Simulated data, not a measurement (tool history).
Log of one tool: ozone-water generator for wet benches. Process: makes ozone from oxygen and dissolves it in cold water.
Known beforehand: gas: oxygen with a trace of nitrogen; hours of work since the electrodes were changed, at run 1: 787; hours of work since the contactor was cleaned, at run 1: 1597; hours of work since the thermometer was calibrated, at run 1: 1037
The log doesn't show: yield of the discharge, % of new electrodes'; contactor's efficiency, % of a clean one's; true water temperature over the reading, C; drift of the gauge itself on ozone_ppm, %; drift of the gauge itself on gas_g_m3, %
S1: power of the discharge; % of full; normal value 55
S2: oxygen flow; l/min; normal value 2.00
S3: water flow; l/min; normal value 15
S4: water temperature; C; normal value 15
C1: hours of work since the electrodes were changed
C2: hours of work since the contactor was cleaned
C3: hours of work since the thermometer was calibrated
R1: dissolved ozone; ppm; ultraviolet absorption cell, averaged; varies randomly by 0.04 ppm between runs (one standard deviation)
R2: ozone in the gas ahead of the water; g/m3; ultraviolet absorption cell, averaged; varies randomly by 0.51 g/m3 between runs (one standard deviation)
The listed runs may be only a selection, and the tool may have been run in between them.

{"run": 1, "hour": 0.0, "S1": 55, "S2": 2.0, "S3": 15, "S4": 15, "C1": 787, "C2": 1597, "C3": 1037, "R1": 7.63, "R2": 118.3}
{"run": 2, "hour": 31.9, "S1": 55, "S2": 2.0, "S3": 15, "S4": 15, "C1": 813, "C2": 1623, "C3": 1063, "R1": 7.56, "R2": 118.0}
{"run": 3, "hour": 57.9, "S1": 50, "S2": 2.0, "S3": 15, "S4": 15, "C1": 834, "C2": 1645, "C3": 1085, "R1": 7.0, "R2": 109.9}
{"run": 4, "hour": 74.7, "S1": 55, "S2": 2.0, "S3": 22, "S4": 15, "C1": 848, "C2": 1659, "C3": 1099, "R1": 4.82, "R2": 117.9}
{"run": 5, "hour": 91.4, "S1": 55, "S2": 2.0, "S3": 15, "S4": 15, "C1": 862, "C2": 1672, "C3": 1112, "R1": 7.51, "R2": 118.6}
{"run": 6, "hour": 107.8, "S1": 55, "S2": 2.0, "S3": 15, "S4": 15, "C1": 875, "C2": 1686, "C3": 1126, "R1": 7.53, "R2": 118.3}
{"run": 7, "hour": 143.6, "S1": 55, "S2": 2.0, "S3": 15, "S4": 15, "C1": 905, "C2": 1715, "C3": 1155, "R1": 7.5, "R2": 118.8}
{"run": 8, "hour": 180.6, "S1": 55, "S2": 2.0, "S3": 15, "S4": 15, "C1": 935, "C2": 1746, "C3": 1186, "R1": 7.59, "R2": 118.9}
{"run": 9, "hour": 216.0, "S1": 55, "S2": 2.0, "S3": 15, "S4": 15, "C1": 964, "C2": 1775, "C3": 1215, "R1": 7.64, "R2": 119.2}
{"run": 10, "hour": 232.0, "S1": 78, "S2": 3.0, "S3": 18, "S4": 8, "C1": 978, "C2": 1788, "C3": 1228, "R1": 9.54, "R2": 129.9}
{"run": 11, "hour": 250.7, "S1": 55, "S2": 3.32, "S3": 13, "S4": 15, "C1": 993, "C2": 1803, "C3": 1243, "R1": 9.72, "R2": 94.5}
{"run": 12, "hour": 288.1, "S1": 55, "S2": 1.46, "S3": 13, "S4": 15, "C1": 1024, "C2": 1834, "C3": 1274, "R1": 8.13, "R2": 137.2}
{"run": 13, "hour": 320.5, "S1": 69, "S2": 3.2, "S3": 15, "S4": 15, "C1": 1051, "C2": 1861, "C3": 1301, "R1": 9.97, "R2": 115.9}
{"run": 14, "hour": 338.3, "S1": 69, "S2": 3.2, "S3": 15, "S4": 15, "C1": 1065, "C2": 1876, "C3": 1316, "R1": 9.96, "R2": 115.4}
{"run": 15, "hour": 359.7, "S1": 69, "S2": 3.2, "S3": 15, "S4": 15, "C1": 1083, "C2": 1893, "C3": 1333, "R1": 10.01, "R2": 116.2}
{"run": 16, "hour": 396.1, "S1": 76, "S2": 1.26, "S3": 15, "S4": 12, "C1": 1113, "C2": 1923, "C3": 1363, "R1": 8.57, "R2": 190.3}
{"run": 17, "hour": 422.7, "S1": 53, "S2": 1.26, "S3": 23, "S4": 12, "C1": 1135, "C2": 1945, "C3": 1385, "R1": 3.68, "R2": 142.7}
{"run": 18, "hour": 457.5, "S1": 53, "S2": 1.26, "S3": 23, "S4": 12, "C1": 1163, "C2": 1974, "C3": 1414, "R1": 3.81, "R2": 144.5}

Some steps in R2, run to run, broken into two amounts with sign: the step expected even without the hidden condition (settings, incoming material, random variation), and the rest, left for the hidden condition together with whatever gauge scatter is not in both the measured and the hidden-condition-free result:
Run 15 -> 16: S1 69 -> 76, S2 3.20 -> 1.26, S4 15 -> 12. R2 +74.1 g/m3: hidden state +1.5, all else +72.6.
